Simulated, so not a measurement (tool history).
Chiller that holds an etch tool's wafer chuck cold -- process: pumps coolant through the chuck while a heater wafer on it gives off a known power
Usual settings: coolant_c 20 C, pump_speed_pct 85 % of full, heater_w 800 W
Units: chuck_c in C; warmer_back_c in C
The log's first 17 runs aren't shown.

run   hour  coolant_c  pump_speed_pct  heater_w  chuck_c  warmer_back_c
 18  533.5         26              85       800    33.46           2.08
 19  569.3         27              86       501    31.72           1.28
 20  593.9         19              61       501    24.84           1.92
 21  624.8         23              68       800    31.95           2.66
 22  657.0         23              68       800    31.81           2.71
 23  681.4         23              68       800    32.07           2.68
 24  702.5         11              73       486    15.90           1.53
 25  733.2         11              73       486    16.06           1.50
 26  769.6         13              93       486    17.06           1.19
 27  801.4         16              85       800    23.72           2.15
 28  820.1         16              85       800    23.57           2.12
 29  843.5         16              85       800    23.53           2.09
 30  862.6         29              85       800    36.69           2.11
 31  888.8         20              85      1150    31.19           3.06

Here are 3 independent what-if runs from the current tool condition. What would each one return?
  A  926.6         20              85       457        ?              ?
  B  926.6         11              96       800        ?              ?
  C  926.6         20              76      1150        ?              ?

run  chuck_c  warmer_back_c
  A    24.32           1.16
  B    18.06           1.86
  C    32.15           3.45
Had the tool no hidden state, the same runs would have come out as:
run  chuck_c  warmer_back_c
  A    24.11           1.11
  B    17.50           1.79
  C    31.03           3.32

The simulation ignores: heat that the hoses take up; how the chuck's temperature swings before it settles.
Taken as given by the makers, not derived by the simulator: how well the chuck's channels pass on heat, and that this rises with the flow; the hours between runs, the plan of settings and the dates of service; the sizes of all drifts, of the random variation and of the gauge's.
